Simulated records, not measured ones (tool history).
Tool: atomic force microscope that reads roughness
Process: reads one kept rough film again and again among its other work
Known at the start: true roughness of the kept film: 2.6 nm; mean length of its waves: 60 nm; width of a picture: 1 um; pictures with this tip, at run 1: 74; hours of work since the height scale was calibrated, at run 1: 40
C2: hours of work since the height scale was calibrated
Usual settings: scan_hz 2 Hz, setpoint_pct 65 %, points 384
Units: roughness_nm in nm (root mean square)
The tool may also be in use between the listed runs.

run 1 hour=0 | scan_hz=2 setpoint_pct=65 points=384 | pictures_with_this_tip=74 C2=40 | roughness_nm=2.35
run 2 hour=19.1 | scan_hz=2 setpoint_pct=65 points=642 | pictures_with_this_tip=99 C2=49 | roughness_nm=2.356
run 3 hour=34.3 | scan_hz=2 setpoint_pct=65 points=642 | pictures_with_this_tip=119 C2=57 | roughness_nm=2.348
run 4 hour=50.7 | scan_hz=2 setpoint_pct=78 points=642 | pictures_with_this_tip=140 C2=64 | roughness_nm=2.185
run 5 hour=64.3 | scan_hz=2 setpoint_pct=78 points=642 | pictures_with_this_tip=158 C2=71 | roughness_nm=2.184
run 6 hour=78.3 | scan_hz=2 setpoint_pct=65 points=384 | pictures_with_this_tip=176 C2=77 | roughness_nm=2.313
-- hour=96.1 new tip fitted
run 7 hour=99 | scan_hz=2 setpoint_pct=65 points=384 | pictures_with_this_tip=3 C2=87 | roughness_nm=2.399
run 8 hour=108.2 | scan_hz=2.85 setpoint_pct=65 points=384 | pictures_with_this_tip=15 C2=91 | roughness_nm=2.322
run 9 hour=125.8 | scan_hz=2 setpoint_pct=65 points=266 | pictures_with_this_tip=38 C2=100 | roughness_nm=2.347
run 10 hour=141.2 | scan_hz=2 setpoint_pct=65 points=266 | pictures_with_this_tip=58 C2=107 | roughness_nm=2.354
run 11 hour=149.7 | scan_hz=2 setpoint_pct=65 points=266 | pictures_with_this_tip=69 C2=111 | roughness_nm=2.347
run 12 hour=168.7 | scan_hz=2 setpoint_pct=65 points=266 | pictures_with_this_tip=94 C2=120 | roughness_nm=2.357
run 13 hour=188 | scan_hz=2 setpoint_pct=65 points=384 | pictures_with_this_tip=119 C2=129 | roughness_nm=2.34
run 14 hour=197.2 | scan_hz=2 setpoint_pct=65 points=423 | pictures_with_this_tip=131 C2=133 | roughness_nm=2.348
run 15 hour=211.7 | scan_hz=2 setpoint_pct=65 points=384 | pictures_with_this_tip=150 C2=140 | roughness_nm=2.337
run 16 hour=224.3 | scan_hz=2 setpoint_pct=59 points=384 | pictures_with_this_tip=167 C2=146 | roughness_nm=2.362
run 17 hour=236 | scan_hz=2 setpoint_pct=79 points=384 | pictures_with_this_tip=182 C2=152 | roughness_nm=2.163
run 18 hour=246.5 | scan_hz=2 setpoint_pct=65 points=384 | pictures_with_this_tip=195 C2=157 | roughness_nm=2.327
-- hour=248.7 new tip fitted
run 19 hour=263.8 | scan_hz=2 setpoint_pct=65 points=384 | pictures_with_this_tip=19 C2=165 | roughness_nm=2.372
run 20 hour=280.3 | scan_hz=2 setpoint_pct=63 points=384 | pictures_with_this_tip=41 C2=172 | roughness_nm=2.379
run 21 hour=300.7 | scan_hz=2 setpoint_pct=63 points=384 | pictures_with_this_tip=67 C2=182 | roughness_nm=2.385
run 22 hour=321.2 | scan_hz=0.64 setpoint_pct=65 points=384 | pictures_with_this_tip=94 C2=192 | roughness_nm=2.457
run 23 hour=332.7 | scan_hz=0.64 setpoint_pct=65 points=384 | pictures_with_this_tip=109 C2=197 | roughness_nm=2.439
run 24 hour=348.2 | scan_hz=0.64 setpoint_pct=65 points=384 | pictures_with_this_tip=129 C2=204 | roughness_nm=2.44
run 25 hour=358.4 | scan_hz=1.03 setpoint_pct=65 points=384 | pictures_with_this_tip=142 C2=209 | roughness_nm=2.397
run 26 hour=366.7 | scan_hz=2.26 setpoint_pct=66 points=576 | pictures_with_this_tip=153 C2=213 | roughness_nm=2.306
run 27 hour=378.3 | scan_hz=2.26 setpoint_pct=66 points=576 | pictures_with_this_tip=168 C2=219 | roughness_nm=2.293
run 28 hour=391.8 | scan_hz=2.26 setpoint_pct=66 points=576 | pictures_with_this_tip=186 C2=225 | roughness_nm=2.287
-- hour=401.4 new tip fitted
run 29 hour=407.5 | scan_hz=0.52 setpoint_pct=56 points=637 | pictures_with_this_tip=8 C2=232 | roughness_nm=2.512
run 30 hour=424.6 | scan_hz=1.53 setpoint_pct=68 points=777 | pictures_with_this_tip=30 C2=240 | roughness_nm=2.385
run 31 hour=435.5 | scan_hz=1.07 setpoint_pct=65 points=295 | pictures_with_this_tip=44 C2=245 | roughness_nm=2.441
run 32 hour=447.7 | scan_hz=0.58 setpoint_pct=89 points=295 | pictures_with_this_tip=60 C2=251 | roughness_nm=2.37
run 33 hour=466.2 | scan_hz=0.58 setpoint_pct=89 points=295 | pictures_with_this_tip=84 C2=260 | roughness_nm=2.32
run 34 hour=482.6 | scan_hz=1.11 setpoint_pct=89 points=568 | pictures_with_this_tip=105 C2=268 | roughness_nm=2.212
run 35 hour=492 | scan_hz=0.57 setpoint_pct=65 points=861 | pictures_with_this_tip=118 C2=272 | roughness_nm=2.45
-- hour=493.9 height scale calibrated on a step standard
run 36 hour=505.5 | scan_hz=1.05 setpoint_pct=57 points=340 | pictures_with_this_tip=134 C2=5 | roughness_nm=2.437
run 37 hour=517 | scan_hz=0.6 setpoint_pct=79 points=384 | pictures_with_this_tip=149 C2=11 | roughness_nm=2.372
run 38 hour=528.2 | scan_hz=0.71 setpoint_pct=79 points=759 | pictures_with_this_tip=164 C2=16 | roughness_nm=2.367
run 39 hour=540.8 | scan_hz=0.71 setpoint_pct=79 points=759 | pictures_with_this_tip=180 C2=22 | roughness_nm=2.36
-- hour=555.4 new tip fitted
run 40 hour=559.6 | scan_hz=0.59 setpoint_pct=70 points=357 | pictures_with_this_tip=6 C2=31 | roughness_nm=2.46
run 41 hour=572.4 | scan_hz=0.59 setpoint_pct=70 points=357 | pictures_with_this_tip=22 C2=37 | roughness_nm=2.455
run 42 hour=591.2 | scan_hz=0.59 setpoint_pct=70 points=357 | pictures_with_this_tip=47 C2=46 | roughness_nm=2.445
-- hour=595.2 height scale calibrated on a step standard, once more
run 43 hour=606.5 | scan_hz=3.97 setpoint_pct=85 points=301 | pictures_with_this_tip=66 C2=5 | roughness_nm=1.833
run 44 hour=615.8 | scan_hz=1.09 setpoint_pct=57 points=384 | pictures_with_this_tip=78 C2=10 | roughness_nm=2.45
run 45 hour=628.8 | scan_hz=1.3 setpoint_pct=79 points=708 | pictures_with_this_tip=95 C2=16 | roughness_nm=2.286
run 46 hour=645.6 | scan_hz=1.3 setpoint_pct=79 points=708 | pictures_with_this_tip=116 C2=24 | roughness_nm=2.27
run 47 hour=658.7 | scan_hz=3.63 setpoint_pct=71 points=647 | pictures_with_this_tip=134 C2=30 | roughness_nm=2.148
run 48 hour=673.1 | scan_hz=3.63 setpoint_pct=71 points=647 | pictures_with_this_tip=152 C2=37 | roughness_nm=2.121
run 49 hour=690.7 | scan_hz=0.88 setpoint_pct=67 points=728 | pictures_with_this_tip=175 C2=45 | roughness_nm=2.394
-- hour=708.7 new tip fitted
run 50 hour=711 | scan_hz=2 setpoint_pct=58 points=489 | pictures_with_this_tip=3 C2=54 | roughness_nm=2.444

Measured less the same run without the tool's hidden state. The same run-to-run variation is in both; the gauge's scatter may not be:
The hidden state here: radius of the tip, nm; height scale over the true one, %; drift of the gauge itself on roughness_nm, %.
run=1 roughness_nm=-0.033
run=2 roughness_nm=-0.043
run=3 roughness_nm=-0.051
run=4 roughness_nm=-0.055
run=5 roughness_nm=-0.061
run=6 roughness_nm=-0.072
run=7 roughness_nm=-0.007
run=8 roughness_nm=-0.012
run=9 roughness_nm=-0.02
run=10 roughness_nm=-0.029
run=11 roughness_nm=-0.033
run=12 roughness_nm=-0.044
run=13 roughness_nm=-0.054
run=14 roughness_nm=-0.058
run=15 roughness_nm=-0.065
run=16 roughness_nm=-0.073
run=17 roughness_nm=-0.072
run=18 roughness_nm=-0.082
run=19 roughness_nm=-0.011
run=20 roughness_nm=-0.021
run=21 roughness_nm=-0.031
run=22 roughness_nm=-0.043
run=23 roughness_nm=-0.049
run=24 roughness_nm=-0.058
run=25 roughness_nm=-0.062
run=26 roughness_nm=-0.062
run=27 roughness_nm=-0.068
run=28 roughness_nm=-0.075
run=29 roughness_nm=-0.011
run=30 roughness_nm=-0.019
run=31 roughness_nm=-0.025
run=32 roughness_nm=-0.031
run=33 roughness_nm=-0.04
run=34 roughness_nm=-0.045
run=35 roughness_nm=-0.056
run=36 roughness_nm=-0.066
run=37 roughness_nm=-0.07
run=38 roughness_nm=-0.076
run=39 roughness_nm=-0.081
run=40 roughness_nm=-0.016
run=41 roughness_nm=-0.022
run=42 roughness_nm=-0.032
run=43 roughness_nm=-0.02
run=44 roughness_nm=-0.033
run=45 roughness_nm=-0.037
run=46 roughness_nm=-0.044
run=47 roughness_nm=-0.049
run=48 roughness_nm=-0.055
run=49 roughness_nm=-0.07
run=50 roughness_nm=-0.006

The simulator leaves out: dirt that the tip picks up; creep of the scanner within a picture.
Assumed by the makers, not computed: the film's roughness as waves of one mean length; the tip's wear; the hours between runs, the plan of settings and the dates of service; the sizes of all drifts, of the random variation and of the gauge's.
